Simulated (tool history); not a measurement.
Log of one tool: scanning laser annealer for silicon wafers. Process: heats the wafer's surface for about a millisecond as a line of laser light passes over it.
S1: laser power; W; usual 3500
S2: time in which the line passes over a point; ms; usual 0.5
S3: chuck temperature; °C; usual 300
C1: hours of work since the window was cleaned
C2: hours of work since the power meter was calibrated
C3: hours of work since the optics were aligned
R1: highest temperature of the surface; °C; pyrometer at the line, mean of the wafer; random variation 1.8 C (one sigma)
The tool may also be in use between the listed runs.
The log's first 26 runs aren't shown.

| run | hour | S1 | S2 | S3 | C1 | C2 | C3 | R1 |
|---|---|---|---|---|---|---|---|---|
| 27 | 659.5 | 3128 | 0.404 | 262 | 27 | 1251 | 548 | 874 |
| 28 | 696.9 | 3547 | 0.537 | 262 | 49 | 1273 | 570 | 1067 |
| 29 | 718.5 | 3547 | 0.537 | 262 | 62 | 1286 | 583 | 1065 |
| 30 | 751.8 | 3547 | 0.537 | 262 | 82 | 1306 | 603 | 1067 |
| 31 | 786.2 | 3467 | 0.555 | 301 | 102 | 1326 | 623 | 1097 |
| 32 | 823.4 | 3467 | 0.467 | 322 | 124 | 1348 | 645 | 1057 |
| 33 | 857.8 | 3467 | 0.467 | 322 | 145 | 1369 | 666 | 1055 |
| 34 | 888.9 | 3506 | 0.496 | 339 | 163 | 1387 | 684 | 1101 |
| 35 | 924.6 | 3500 | 0.402 | 300 | 184 | 1408 | 705 | 991 |
| 36 | 940.6 | 3500 | 0.402 | 300 | 194 | 1418 | 715 | 993 |

Forecast each of these 5 alternatives for the next run:
| A | 969.8 | 3500 | 0.402 | 304 | 211 | 1435 | 732 | ? |
| B | 969.8 | 3500 | 0.48 | 266 | 211 | 1435 | 732 | ? |
| C | 969.8 | 3441 | 0.5 | 300 | 211 | 1435 | 732 | ? |
| D | 969.8 | 3500 | 0.395 | 306 | 211 | 1435 | 732 | ? |
| E | 969.8 | 3729 | 0.402 | 300 | 211 | 1435 | 732 | ? |

| run | R1 |
|---|---|
| A | 992 |
| B | 1017 |
| C | 1052 |
| D | 988 |
| E | 1042 |
Without the tool's hidden state the same runs would have given:
| run | R1 |
|---|---|
| A | 992 |
| B | 1017 |
| C | 1052 |
| D | 988 |
| E | 1042 |
